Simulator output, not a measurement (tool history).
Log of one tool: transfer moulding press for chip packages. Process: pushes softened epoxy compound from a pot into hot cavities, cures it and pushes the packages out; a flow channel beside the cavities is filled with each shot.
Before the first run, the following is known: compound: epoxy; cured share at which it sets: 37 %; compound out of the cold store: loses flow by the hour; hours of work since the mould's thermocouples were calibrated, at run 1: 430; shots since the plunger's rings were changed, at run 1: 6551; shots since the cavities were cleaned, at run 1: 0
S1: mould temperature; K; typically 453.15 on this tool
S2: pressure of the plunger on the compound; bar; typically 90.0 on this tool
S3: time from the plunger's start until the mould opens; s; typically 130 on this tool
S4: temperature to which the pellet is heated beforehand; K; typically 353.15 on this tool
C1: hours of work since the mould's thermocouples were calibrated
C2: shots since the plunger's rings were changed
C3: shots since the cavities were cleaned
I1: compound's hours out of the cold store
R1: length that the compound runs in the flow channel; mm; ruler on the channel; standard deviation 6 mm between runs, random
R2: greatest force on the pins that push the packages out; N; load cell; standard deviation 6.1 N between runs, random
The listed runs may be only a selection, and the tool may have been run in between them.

run,day,S1,S2,S3,S4,C1,C2,C3,I1,R1,R2
1,0.000,453.15,90.0,130,353.15,430,6551,0,21.3,622,226
2,0.454,453.15,90.0,130,353.15,438,6662,111,23.9,620,225
3,0.783,453.15,90.0,130,353.15,444,6743,192,36.5,576,214
# day 1.217: plunger's sealing rings changed
4,1.450,453.15,90.0,130,353.15,454,57,329,15.4,640,226
5,2.138,453.15,90.0,130,353.15,466,226,498,30.3,593,223
# day 2.362: cavities cleaned with cleaning compound and waxed
6,2.833,453.15,90.0,130,353.15,477,381,115,29.2,593,220
7,3.217,453.15,90.0,130,353.15,484,475,209,36.6,571,218
8,3.888,453.15,90.0,130,353.15,496,639,373,26.8,611,230
# day 4.583: cavities cleaned with cleaning compound and waxed
9,4.683,453.15,90.0,130,353.15,509,819,24,32.3,595,231
10,5.025,453.15,90.0,130,353.15,515,902,107,8.3,673,240
11,5.767,453.15,90.0,130,353.15,529,1085,290,40.5,555,223
12,6.075,453.15,90.0,130,346.15,534,1159,364,12.3,658,247
# day 6.496: mould's thermocouples calibrated
13,6.612,448.15,90.0,130,353.15,2,1272,477,15.1,670,317
# day 6.900: cavities cleaned with cleaning compound and waxed
14,7.142,448.15,90.0,130,353.15,10,1385,58,40.0,581,279
15,7.483,457.15,98.7,130,353.15,16,1469,142,38.9,578,199
16,8.162,457.15,98.7,130,353.15,29,1636,309,36.1,593,199
17,8.871,460.15,90.0,154,353.15,41,1809,482,23.7,599,186
# day 9.121: cavities cleaned with cleaning compound and waxed
18,9.550,448.15,90.0,130,356.15,52,1961,106,41.6,564,279
19,10.254,449.15,90.0,147,353.15,65,2133,278,38.7,581,221
20,10.588,449.15,90.0,167,350.15,70,2214,359,39.0,576,201
21,11.250,453.15,83.6,130,355.15,82,2376,521,43.2,537,219
# day 11.362: cavities cleaned with cleaning compound and waxed
22,11.879,460.15,96.0,130,355.15,92,2516,128,29.1,594,190
23,12.371,460.15,96.0,130,355.15,101,2636,248,18.5,635,190
24,13.117,453.15,94.8,170,353.15,114,2819,431,24.5,630,199
# day 13.612: cavities cleaned with cleaning compound and waxed
25,13.808,453.15,90.0,130,360.15,126,2973,48,42.3,562,218
26,14.296,453.15,90.0,130,360.15,134,3093,168,12.9,652,222
27,14.975,453.15,90.0,130,357.15,146,3259,334,15.5,644,232
28,15.617,453.15,90.0,130,357.15,158,3416,491,42.4,557,231

3 options for the next run, each taken on its own from the tool as it stands now. Forecast them:
# day 15.883: cavities cleaned with cleaning compound and waxed
A,16.129,453.15,90.0,125,358.15,166,3526,60,27.7,?,?
# day 15.883: cavities cleaned with cleaning compound and waxed
B,16.129,455.15,90.0,155,353.15,166,3526,60,9.0,?,?
# day 15.883: cavities cleaned with cleaning compound and waxed
C,16.129,457.15,90.0,154,357.15,166,3526,60,16.0,?,?

run,R1,R2
A,601,229
B,661,196
C,630,183
The same runs, with their run-to-run variation unchanged, on a tool lacking any hidden condition would have given:
run,R1,R2
A,602,228
B,662,196
C,631,182
